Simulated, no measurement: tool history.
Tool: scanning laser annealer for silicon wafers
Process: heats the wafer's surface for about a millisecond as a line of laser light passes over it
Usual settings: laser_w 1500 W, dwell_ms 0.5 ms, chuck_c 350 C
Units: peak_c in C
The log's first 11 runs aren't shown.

{"run": 12, "day": 14.858, "laser_w": 1500, "dwell_ms": 0.5, "chuck_c": 372, "peak_c": 1064}
{"day": 15.808, "done": "window over the wafer cleaned"}
{"run": 13, "day": 16.688, "laser_w": 1500, "dwell_ms": 0.409, "chuck_c": 372, "peak_c": 1019}
{"run": 14, "day": 18.183, "laser_w": 1500, "dwell_ms": 0.409, "chuck_c": 372, "peak_c": 1015}
{"run": 15, "day": 19.538, "laser_w": 1500, "dwell_ms": 0.5, "chuck_c": 351, "peak_c": 1068}
{"run": 16, "day": 20.408, "laser_w": 1418, "dwell_ms": 0.365, "chuck_c": 389, "peak_c": 962}
{"run": 17, "day": 21.942, "laser_w": 1418, "dwell_ms": 0.365, "chuck_c": 389, "peak_c": 959}
{"run": 18, "day": 23.688, "laser_w": 1390, "dwell_ms": 0.552, "chuck_c": 333, "peak_c": 1035}
{"run": 19, "day": 25.533, "laser_w": 1538, "dwell_ms": 0.572, "chuck_c": 342, "peak_c": 1131}
{"run": 20, "day": 26.958, "laser_w": 1536, "dwell_ms": 0.5, "chuck_c": 350, "peak_c": 1080}

Forecast run 21:
{"day": 27.246, "done": "optics aligned, line set to its width"}
{"run": 21, "day": 28.962, "laser_w": 1536, "dwell_ms": 0.5, "chuck_c": 350, "peak_c": "?"}

Run 21 gave peak_c 1075 C.
Without the tool's hidden state the same run would have given peak_c 1089 C.

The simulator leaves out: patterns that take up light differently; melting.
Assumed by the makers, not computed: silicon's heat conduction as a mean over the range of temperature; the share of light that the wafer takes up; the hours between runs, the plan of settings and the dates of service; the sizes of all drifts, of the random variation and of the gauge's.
